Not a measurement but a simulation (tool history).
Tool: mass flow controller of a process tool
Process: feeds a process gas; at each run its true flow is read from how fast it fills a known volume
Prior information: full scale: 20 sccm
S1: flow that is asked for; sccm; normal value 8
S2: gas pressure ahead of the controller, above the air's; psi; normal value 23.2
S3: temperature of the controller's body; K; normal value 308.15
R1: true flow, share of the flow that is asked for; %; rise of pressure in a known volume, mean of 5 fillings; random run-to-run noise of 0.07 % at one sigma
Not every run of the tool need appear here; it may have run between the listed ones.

| run | hour | S1 | S2 | S3 | R1 |
|---|---|---|---|---|---|
| 1 | 0 | 8 | 23.2 | 308.15 | 96.46 |
| 2 | 343.7 | 8 | 23.2 | 308.15 | 96.31 |
| 3 | 793.5 | 8 | 23.2 | 308.15 | 96.28 |
| 4 | 1214.3 | 8 | 23.2 | 308.15 | 96.3 |
| 5 | 1477.7 | 8 | 23.2 | 308.15 | 96.19 |
| 6 | 1814.3 | 8 | 23.2 | 308.15 | 96.24 |
| 7 | 2301.8 | 8 | 23.2 | 308.15 | 96.27 |
| 8 | 2762.8 | 8 | 23.2 | 308.15 | 96.08 |
| 9 | 3275.3 | 18 | 23.2 | 308.15 | 97.72 |
| 10 | 3797 | 3 | 23.2 | 308.15 | 94.17 |
|  | 3836.3 | controller's zero set anew |
| 11 | 4276 | 3 | 23.2 | 308.15 | 93.49 |
| 12 | 4500.9 | 3 | 23.2 | 311.15 | 93.35 |
| 13 | 5028.7 | 3 | 23.2 | 311.15 | 93.06 |
|  | 5261.1 | controller's zero set anew, once more |
| 14 | 5531.3 | 3 | 23.2 | 311.15 | 95.57 |
| 15 | 5745.9 | 9 | 39.3 | 298.15 | 97.44 |
| 16 | 6221.4 | 9 | 39.3 | 298.15 | 97.64 |
| 17 | 6593.6 | 8 | 23.2 | 298.15 | 97.32 |
| 18 | 6908.5 | 8 | 23.2 | 298.15 | 97.48 |
| 19 | 7428.4 | 8 | 23.2 | 298.15 | 97.35 |
| 20 | 7789.7 | 8 | 23.2 | 298.15 | 97.23 |
| 21 | 8226.4 | 8 | 22.9 | 301.15 | 97.05 |

What if the next run were any one of these 5? Each begins from the tool's condition after run 21:
| A | 8756.1 | 5 | 35.8 | 308.15 | ? |
| B | 8756.1 | 8 | 22.9 | 311.15 | ? |
| C | 8756.1 | 2 | 22.9 | 301.15 | ? |
| D | 8756.1 | 5 | 26.3 | 309.15 | ? |
| E | 8756.1 | 5 | 25.4 | 301.15 | ? |

| run | R1 |
|---|---|
| A | 95.51 |
| B | 96.01 |
| C | 95.53 |
| D | 95.77 |
| E | 96.45 |
Without the tool's hidden state the same runs would have given:
| run | R1 |
|---|---|
| A | 96.93 |
| B | 97.31 |
| C | 97.45 |
| D | 97.19 |
| E | 97.87 |

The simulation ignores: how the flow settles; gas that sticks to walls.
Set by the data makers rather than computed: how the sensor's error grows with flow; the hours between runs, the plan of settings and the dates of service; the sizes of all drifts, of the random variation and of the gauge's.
